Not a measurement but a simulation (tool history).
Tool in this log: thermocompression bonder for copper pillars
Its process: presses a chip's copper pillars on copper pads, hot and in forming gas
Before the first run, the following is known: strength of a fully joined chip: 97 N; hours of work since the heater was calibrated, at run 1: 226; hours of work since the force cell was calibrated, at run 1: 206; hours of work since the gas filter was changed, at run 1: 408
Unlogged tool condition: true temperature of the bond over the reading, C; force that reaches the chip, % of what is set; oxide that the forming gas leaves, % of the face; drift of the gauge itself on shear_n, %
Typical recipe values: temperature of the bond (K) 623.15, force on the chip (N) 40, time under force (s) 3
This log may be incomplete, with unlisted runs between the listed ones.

run   hour  temperature of the bond (K)  force on the chip (N)  time under force (s)  hours of work since the heater was calibrated  hours of work since the force cell was calibrated  hours of work since the gas filter was changed  force that shears a chip off (N)
  1    0.0                       623.15                     40                     3                                            226                                                206                                             408                              57.2
  2    7.1                       623.15                     40                     3                                            230                                                210                                             412                              57.6
  3   17.3                       623.15                     28                     3                                            236                                                215                                             417                              48.1
  4   27.4                       623.15                     28                     3                                            241                                                221                                             422                              48.2
  5   34.0                       623.15                     40                     3                                            245                                                224                                             426                              57.4
      40.1  -- forming gas filter changed
  6   48.6                       623.15                     28                     3                                            252                                                232                                               5                              54.5
  7   62.7                       623.15                     28                     3                                            260                                                239                                              12                              54.5
      65.9  -- heater calibrated with a thermocouple chip
  8   77.7                       623.15                     40                     3                                              6                                                246                                              19                              64.5
  9   92.3                       623.15                     40                     3                                             14                                                254                                              27                              63.9
 10   99.7                       601.15                     31                     3                                             18                                                258                                              31                              48.8
 11  111.9                       623.15                     45                     3                                             25                                                265                                              37                              67.3
 12  126.5                       623.15                     45                     3                                             32                                                273                                              45                              67.0
 13  136.5                       623.15                     37                     6                                             38                                                278                                              51                              72.9
 14  143.0                       607.15                     40                     3                                             41                                                281                                              54                              57.8
     150.3  -- heater calibrated with a thermocouple chip, once more
 15  155.1                       623.15                     56                     3                                              3                                                287                                              60                              70.4
 16  165.2                       638.15                     37                     3                                              8                                                292                                              65                              65.3
 17  181.0                       642.15                     40                     3                                             16                                                301                                              73                              68.5

Alternative continuations, all from the tool just after run 17; predict every row:
  A  189.9                       653.15                     31                     3                                             21                                                306                                              78                                 ?
  B  189.9                       607.15                     40                     2                                             21                                                306                                              78                                 ?
  C  189.9                       642.15                     32                     5                                             21                                                306                                              78                                 ?
  D  189.9                       626.15                     40                     3                                             21                                                306                                              78                                 ?
  E  189.9                       597.15                     40                     2                                             21                                                306                                              78                                 ?

run  force that shears a chip off (N)
  A                              65.1
  B                              48.6
  C                              71.4
  D                              62.5
  E                              44.7
With the hidden condition removed and each run's random variation left untouched, the same runs would have given:
run  force that shears a chip off (N)
  A                              67.0
  B                              50.2
  C                              73.4
  D                              64.4
  E                              46.2

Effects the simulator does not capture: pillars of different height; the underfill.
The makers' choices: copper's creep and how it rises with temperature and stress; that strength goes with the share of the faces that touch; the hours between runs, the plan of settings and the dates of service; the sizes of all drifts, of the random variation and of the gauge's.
